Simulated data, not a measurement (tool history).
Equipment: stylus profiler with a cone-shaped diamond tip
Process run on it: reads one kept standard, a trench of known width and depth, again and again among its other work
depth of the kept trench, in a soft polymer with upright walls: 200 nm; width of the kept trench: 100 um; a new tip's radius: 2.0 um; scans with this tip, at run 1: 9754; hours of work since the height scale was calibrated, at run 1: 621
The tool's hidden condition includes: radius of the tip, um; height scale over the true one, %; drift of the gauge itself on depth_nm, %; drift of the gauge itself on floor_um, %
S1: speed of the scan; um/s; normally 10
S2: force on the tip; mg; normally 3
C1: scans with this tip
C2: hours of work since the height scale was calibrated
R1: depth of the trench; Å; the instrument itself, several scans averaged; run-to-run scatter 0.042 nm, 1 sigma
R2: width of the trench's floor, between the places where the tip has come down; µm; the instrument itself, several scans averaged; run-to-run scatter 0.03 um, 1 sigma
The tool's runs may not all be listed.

run 1 hour=0 | S1=10 S2=3 | C1=9754 C2=621 | R1=2033.3 R2=97.79
run 2 hour=35.5 | S1=10 S2=4.78 | C1=9900 C2=645 | R1=2045 R2=97.79
run 3 hour=108.9 | S1=10 S2=4.78 | C1=10202 C2=695 | R1=2046 R2=97.77
run 4 hour=157.6 | S1=10 S2=3 | C1=10402 C2=729 | R1=2035 R2=97.74
run 5 hour=208.4 | S1=10 S2=3 | C1=10611 C2=763 | R1=2035.1 R2=97.75
run 6 hour=255.9 | S1=10 S2=3 | C1=10806 C2=796 | R1=2034.9 R2=97.73
run 7 hour=315.6 | S1=10 S2=3 | C1=11051 C2=837 | R1=2035.7 R2=97.73
run 8 hour=363.9 | S1=10 S2=2.61 | C1=11249 C2=870 | R1=2033 R2=97.7
run 9 hour=394.5 | S1=10 S2=2.61 | C1=11375 C2=891 | R1=2032.9 R2=97.75
run 10 hour=457.1 | S1=10 S2=3 | C1=11632 C2=933 | R1=2036.9 R2=97.68
-- hour=508.1 height scale calibrated on a step standard
run 11 hour=530.7 | S1=10 S2=3 | C1=11932 C2=15 | R1=2039.1 R2=97.76
run 12 hour=604.6 | S1=10 S2=3 | C1=12236 C2=66 | R1=2038.7 R2=97.71
-- hour=630.4 height scale calibrated on a step standard, once more
run 13 hour=646.8 | S1=10 S2=3 | C1=12407 C2=11 | R1=2029.7 R2=97.67
run 14 hour=709.5 | S1=10 S2=3 | C1=12665 C2=54 | R1=2030.6 R2=97.68
run 15 hour=757.7 | S1=10 S2=3 | C1=12863 C2=87 | R1=2031.2 R2=97.7
run 16 hour=807.9 | S1=10 S2=3 | C1=13069 C2=121 | R1=2030.4 R2=97.65
run 17 hour=845.5 | S1=10 S2=3 | C1=13223 C2=147 | R1=2031.7 R2=97.63
run 18 hour=887.8 | S1=10 S2=3 | C1=13397 C2=176 | R1=2031.4 R2=97.65
run 19 hour=941.3 | S1=3 S2=3 | C1=13617 C2=213 | R1=2031.9 R2=97.63
run 20 hour=996.1 | S1=3 S2=3 | C1=13842 C2=250 | R1=2031.9 R2=97.67
run 21 hour=1052.6 | S1=24 S2=3 | C1=14074 C2=289 | R1=2031.9 R2=97.55
run 22 hour=1126.9 | S1=24 S2=3.65 | C1=14379 C2=340 | R1=2037 R2=97.53
run 23 hour=1191 | S1=24 S2=3.65 | C1=14643 C2=384 | R1=2037.9 R2=97.56
run 24 hour=1254.8 | S1=24 S2=3.65 | C1=14905 C2=427 | R1=2037.9 R2=97.55
-- hour=1280.6 new tip fitted, height scale calibrated
run 25 hour=1304.8 | S1=5 S2=2.17 | C1=100 C2=17 | R1=2025.4 R2=98.19
run 26 hour=1338.9 | S1=17 S2=3 | C1=240 C2=40 | R1=2031.6 R2=98.17
run 27 hour=1382 | S1=15 S2=5.08 | C1=417 C2=69 | R1=2045.4 R2=98.17
run 28 hour=1439.2 | S1=3 S2=1.99 | C1=652 C2=108 | R1=2024.7 R2=98.16
run 29 hour=1496.4 | S1=2 S2=3.07 | C1=887 C2=148 | R1=2033 R2=98.2
run 30 hour=1551.3 | S1=2 S2=3.07 | C1=1112 C2=185 | R1=2032.8 R2=98.15
run 31 hour=1604.1 | S1=19 S2=1.78 | C1=1329 C2=221 | R1=2022.9 R2=98.06
run 32 hour=1659.4 | S1=19 S2=1.78 | C1=1556 C2=259 | R1=2024.1 R2=98.08
run 33 hour=1705.7 | S1=2 S2=1.53 | C1=1746 C2=291 | R1=2022.3 R2=98.17
run 34 hour=1776.5 | S1=2 S2=1.53 | C1=2037 C2=339 | R1=2023.4 R2=98.12
run 35 hour=1842.9 | S1=18 S2=4.74 | C1=2310 C2=385 | R1=2045.5 R2=98.04
run 36 hour=1874.4 | S1=18 S2=4.74 | C1=2439 C2=406 | R1=2046.1 R2=98.04
run 37 hour=1938.3 | S1=3 S2=1.4 | C1=2702 C2=450 | R1=2021.7 R2=98.08
run 38 hour=1970.9 | S1=29 S2=1.52 | C1=2836 C2=472 | R1=2022.6 R2=97.92
run 39 hour=2003.6 | S1=29 S2=1.31 | C1=2970 C2=495 | R1=2021.8 R2=97.94
run 40 hour=2068.1 | S1=29 S2=1.31 | C1=3235 C2=539 | R1=2022.1 R2=97.95
run 41 hour=2140.4 | S1=3 S2=2.17 | C1=3532 C2=588 | R1=2028.7 R2=98.09
run 42 hour=2182.1 | S1=6 S2=6.56 | C1=3703 C2=617 | R1=2057.6 R2=98.05
run 43 hour=2213.8 | S1=6 S2=1.24 | C1=3833 C2=638 | R1=2022.2 R2=98.04
run 44 hour=2284.9 | S1=16 S2=3.15 | C1=4126 C2=687 | R1=2037.1 R2=98.02
run 45 hour=2342.7 | S1=5 S2=5.43 | C1=4363 C2=727 | R1=2051.9 R2=98.04

Alternative continuations, all from the tool just after run 45; predict every row:
run A hour=2410.4 | S1=4 S2=3.43 | C1=4641 C2=773 | R1=? R2=?
run B hour=2410.4 | S1=4 S2=6.23 | C1=4641 C2=773 | R1=? R2=?
run C hour=2410.4 | S1=8 S2=3.35 | C1=4641 C2=773 | R1=? R2=?
run D hour=2410.4 | S1=4 S2=5.43 | C1=4641 C2=773 | R1=? R2=?
run E hour=2410.4 | S1=17 S2=2.41 | C1=4641 C2=773 | R1=? R2=?

run=A R1=2040.1 R2=98.01
run=B R1=2057.3 R2=98.05
run=C R1=2039.2 R2=97.97
run=D R1=2052.3 R2=97.95
run=E R1=2032.7 R2=97.93
Had the tool no hidden state, the same runs would have come out as:
run=A R1=2034.8 R2=98.25
run=B R1=2051.9 R2=98.29
run=C R1=2033.8 R2=98.21
run=D R1=2047 R2=98.19
run=E R1=2027.4 R2=98.17
